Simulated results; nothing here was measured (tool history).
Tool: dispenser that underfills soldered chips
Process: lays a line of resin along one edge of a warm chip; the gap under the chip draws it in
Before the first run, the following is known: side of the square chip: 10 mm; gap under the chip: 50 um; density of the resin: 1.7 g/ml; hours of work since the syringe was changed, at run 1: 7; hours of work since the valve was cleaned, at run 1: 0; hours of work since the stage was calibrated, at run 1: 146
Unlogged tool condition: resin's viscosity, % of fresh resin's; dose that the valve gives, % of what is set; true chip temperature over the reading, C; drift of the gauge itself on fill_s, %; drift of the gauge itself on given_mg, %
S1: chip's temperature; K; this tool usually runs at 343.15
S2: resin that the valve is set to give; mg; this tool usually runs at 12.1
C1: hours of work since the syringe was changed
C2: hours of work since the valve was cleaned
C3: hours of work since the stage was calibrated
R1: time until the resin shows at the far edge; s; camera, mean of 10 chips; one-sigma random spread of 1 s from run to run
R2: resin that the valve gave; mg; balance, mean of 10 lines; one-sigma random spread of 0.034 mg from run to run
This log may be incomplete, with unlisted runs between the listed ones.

run 1 hour=0.0 | S1=343.15 S2=12.1 | C1=7 C2=0 C3=146 | R1=145.2 R2=12.11
-- hour=3.5 new syringe of resin
run 2 hour=6.3 | S1=343.15 S2=12.1 | C1=2 C2=5 C3=150 | R1=114.2 R2=12.11
run 3 hour=12.8 | S1=329.15 S2=12.1 | C1=7 C2=9 C3=155 | R1=246.0 R2=12.07
-- hour=16.2 new syringe of resin
run 4 hour=20.8 | S1=343.15 S2=13.1 | C1=3 C2=15 C3=161 | R1=117.2 R2=13.06
run 5 hour=25.8 | S1=343.15 S2=13.1 | C1=7 C2=19 C3=164 | R1=146.6 R2=12.99
-- hour=28.8 new syringe of resin
run 6 hour=35.1 | S1=343.15 S2=13.1 | C1=5 C2=25 C3=171 | R1=124.1 R2=12.97
-- hour=41.0 new syringe of resin
run 7 hour=42.8 | S1=343.15 S2=13.1 | C1=1 C2=30 C3=176 | R1=103.2 R2=12.93
run 8 hour=49.7 | S1=343.15 S2=12.1 | C1=6 C2=35 C3=181 | R1=142.2 R2=11.87
-- hour=53.5 new syringe of resin
run 9 hour=58.3 | S1=343.15 S2=12.1 | C1=3 C2=41 C3=187 | R1=119.4 R2=11.91
run 10 hour=64.9 | S1=343.15 S2=12.1 | C1=8 C2=46 C3=192 | R1=160.3 R2=11.91
-- hour=65.9 new syringe of resin
run 11 hour=70.5 | S1=343.15 S2=13.0 | C1=3 C2=50 C3=196 | R1=117.3 R2=12.75
run 12 hour=75.3 | S1=346.15 S2=11.0 | C1=7 C2=53 C3=199 | R1=135.8 R2=10.75
-- hour=78.3 new syringe of resin
run 13 hour=83.2 | S1=343.15 S2=13.8 | C1=4 C2=59 C3=205 | R1=119.5 R2=13.46
-- hour=90.9 new syringe of resin
run 14 hour=91.6 | S1=343.15 S2=13.8 | C1=1 C2=65 C3=210 | R1=99.8 R2=13.41
run 15 hour=97.8 | S1=343.15 S2=13.8 | C1=5 C2=69 C3=215 | R1=131.1 R2=13.32
run 16 hour=102.3 | S1=329.15 S2=13.8 | C1=8 C2=72 C3=218 | R1=265.5 R2=13.38
-- hour=103.4 new syringe of resin
run 17 hour=108.7 | S1=336.15 S2=11.6 | C1=4 C2=77 C3=223 | R1=158.9 R2=11.20
-- hour=116.2 new syringe of resin
run 18 hour=118.2 | S1=336.15 S2=11.6 | C1=1 C2=84 C3=229 | R1=145.1 R2=11.21
run 19 hour=123.4 | S1=330.15 S2=11.9 | C1=5 C2=87 C3=233 | R1=219.9 R2=11.42
-- hour=128.9 new syringe of resin
run 20 hour=130.6 | S1=330.15 S2=11.9 | C1=1 C2=92 C3=238 | R1=174.1 R2=11.41
run 21 hour=138.4 | S1=330.15 S2=11.9 | C1=7 C2=98 C3=244 | R1=240.5 R2=11.37

What would each run have given without the hidden state, its run-to-run variation left as it was?
run=1 R1=102.4 R2=12.10
run=2 R1=103.0 R2=12.12
run=3 R1=169.3 R2=12.12
run=4 R1=98.3 R2=13.14
run=5 R1=99.5 R2=13.09
run=6 R1=97.4 R2=13.11
run=7 R1=97.1 R2=13.10
run=8 R1=100.0 R2=12.05
run=9 R1=100.2 R2=12.13
run=10 R1=102.1 R2=12.16
run=11 R1=99.7 R2=13.03
run=12 R1=94.5 R2=11.02
run=13 R1=98.4 R2=13.83
run=14 R1=98.0 R2=13.81
run=15 R1=99.3 R2=13.74
run=16 R1=166.7 R2=13.82
run=17 R1=131.6 R2=11.59
run=18 R1=134.9 R2=11.64
run=19 R1=165.4 R2=11.89
run=20 R1=166.3 R2=11.91
run=21 R1=166.0 R2=11.89
